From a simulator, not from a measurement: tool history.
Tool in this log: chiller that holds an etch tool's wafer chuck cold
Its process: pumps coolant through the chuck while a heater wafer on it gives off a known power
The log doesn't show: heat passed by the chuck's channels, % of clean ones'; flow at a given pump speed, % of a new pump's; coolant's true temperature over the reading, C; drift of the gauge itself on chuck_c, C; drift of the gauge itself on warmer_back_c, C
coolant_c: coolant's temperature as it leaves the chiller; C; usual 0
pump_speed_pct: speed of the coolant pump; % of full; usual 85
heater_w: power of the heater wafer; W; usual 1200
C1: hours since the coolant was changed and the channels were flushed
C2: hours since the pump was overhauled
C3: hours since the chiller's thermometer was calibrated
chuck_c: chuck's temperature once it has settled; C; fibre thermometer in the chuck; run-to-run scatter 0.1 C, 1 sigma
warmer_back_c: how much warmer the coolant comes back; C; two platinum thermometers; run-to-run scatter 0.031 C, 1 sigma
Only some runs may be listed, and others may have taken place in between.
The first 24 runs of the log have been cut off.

{"run": 25, "hour": 1056.1, "coolant_c": -8, "pump_speed_pct": 60, "heater_w": 830, "C1": 4862, "C2": 1964, "C3": 638, "chuck_c": 3.4, "warmer_back_c": 2.53}
{"run": 26, "hour": 1107.1, "coolant_c": -8, "pump_speed_pct": 60, "heater_w": 830, "C1": 4913, "C2": 2015, "C3": 689, "chuck_c": 3.3, "warmer_back_c": 2.69}
{"run": 27, "hour": 1146.0, "coolant_c": -8, "pump_speed_pct": 60, "heater_w": 830, "C1": 4952, "C2": 2054, "C3": 728, "chuck_c": 3.4, "warmer_back_c": 2.62}
{"run": 28, "hour": 1195.2, "coolant_c": -5, "pump_speed_pct": 68, "heater_w": 1200, "C1": 5001, "C2": 2103, "C3": 777, "chuck_c": 10.3, "warmer_back_c": 3.28}
{"run": 29, "hour": 1222.8, "coolant_c": -3, "pump_speed_pct": 68, "heater_w": 1553, "C1": 5029, "C2": 2131, "C3": 805, "chuck_c": 16.8, "warmer_back_c": 4.24}
{"run": 30, "hour": 1268.2, "coolant_c": -8, "pump_speed_pct": 85, "heater_w": 804, "C1": 5074, "C2": 2176, "C3": 850, "chuck_c": 0.9, "warmer_back_c": 1.81}
{"run": 31, "hour": 1307.2, "coolant_c": -6, "pump_speed_pct": 67, "heater_w": 1061, "C1": 5113, "C2": 2215, "C3": 889, "chuck_c": 7.6, "warmer_back_c": 3.02}
{"run": 32, "hour": 1363.5, "coolant_c": -6, "pump_speed_pct": 67, "heater_w": 1061, "C1": 5169, "C2": 2271, "C3": 945, "chuck_c": 7.4, "warmer_back_c": 3.04}

Below are 4 alternative next runs, each starting from the tool's condition after run 32. Predict each:
{"run": "A", "hour": 1419.0, "coolant_c": 9, "pump_speed_pct": 76, "heater_w": 1519, "C1": 5225, "C2": 2327, "C3": 1001, "chuck_c": "?", "warmer_back_c": "?"}
{"run": "B", "hour": 1419.0, "coolant_c": 0, "pump_speed_pct": 62, "heater_w": 1061, "C1": 5225, "C2": 2327, "C3": 1001, "chuck_c": "?", "warmer_back_c": "?"}
{"run": "C", "hour": 1419.0, "coolant_c": 7, "pump_speed_pct": 92, "heater_w": 1234, "C1": 5225, "C2": 2327, "C3": 1001, "chuck_c": "?", "warmer_back_c": "?"}
{"run": "D", "hour": 1419.0, "coolant_c": -6, "pump_speed_pct": 70, "heater_w": 1061, "C1": 5225, "C2": 2327, "C3": 1001, "chuck_c": "?", "warmer_back_c": "?"}

run=A chuck_c=27.1 warmer_back_c=3.79
run=B chuck_c=14.3 warmer_back_c=3.31
run=C chuck_c=20.1 warmer_back_c=2.58
run=D chuck_c=7.2 warmer_back_c=3.02
What these runs would have given with no unlogged condition in the tool:
run=A chuck_c=27.1 warmer_back_c=3.45
run=B chuck_c=14.3 warmer_back_c=2.97
run=C chuck_c=20.1 warmer_back_c=2.25
run=D chuck_c=7.2 warmer_back_c=2.68
